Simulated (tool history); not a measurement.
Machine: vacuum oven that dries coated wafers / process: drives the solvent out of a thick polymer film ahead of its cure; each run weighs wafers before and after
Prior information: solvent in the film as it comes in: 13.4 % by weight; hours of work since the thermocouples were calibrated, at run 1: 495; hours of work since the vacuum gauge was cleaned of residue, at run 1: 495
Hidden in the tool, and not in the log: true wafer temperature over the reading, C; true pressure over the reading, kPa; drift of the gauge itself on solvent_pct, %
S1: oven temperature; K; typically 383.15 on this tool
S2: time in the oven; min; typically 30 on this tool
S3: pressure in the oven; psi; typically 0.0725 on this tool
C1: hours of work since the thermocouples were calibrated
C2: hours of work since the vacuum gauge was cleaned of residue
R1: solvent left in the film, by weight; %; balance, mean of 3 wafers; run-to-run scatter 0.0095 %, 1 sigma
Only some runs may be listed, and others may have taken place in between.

run    hour      S1  S2      S3    C1    C2     R1
  1     0.0  383.15  30  0.0725   495   495  0.984
  2    91.6  383.15  30  0.0725   540   540  0.979
  3   157.0  383.15  30  0.1903   573   573  1.459
  4   210.5  383.15  16  0.1903   600   600  3.065
  5   291.3  383.15  16  0.1903   640   640  3.064
  6   364.0  383.15  16  0.1903   676   676  3.025
  7   474.7  383.15  30  0.0725   731   731  0.966
  8   598.7  383.15  30  0.0725   793   793  0.962
  9   663.2  383.15  30  0.2682   825   825  1.748
 10   756.4  383.15  30  0.2682   871   871  1.746
 11   859.0  383.15  30  0.0725   922   922  0.960
 12   938.6  383.15  30  0.0725   962   962  0.951
 13  1057.4  383.15  37  0.0725  1021  1021  0.681
 14  1129.3  394.15  30  0.0708  1057  1057  0.321
 15  1216.2  398.15  23  0.1152  1100  1100  0.407
 16  1306.0  383.15  36  0.0725  1145  1145  0.691
 17  1422.4  374.15  24  0.0435  1203  1203  3.114
 18  1552.1  381.15  45  0.0435  1267  1267  0.521

Run 19 comes next. What will it give?
     1577.3  -- oven's thermocouples calibrated
     1595.9  -- vacuum gauge cleaned of residue and calibrated
 19  1679.1  388.15  18  0.1719  50  41   ?

Run 19 came out at R1 1.765 %.
With the hidden condition absent and the run-to-run variation left alone, this run would have shown R1 1.702 %.
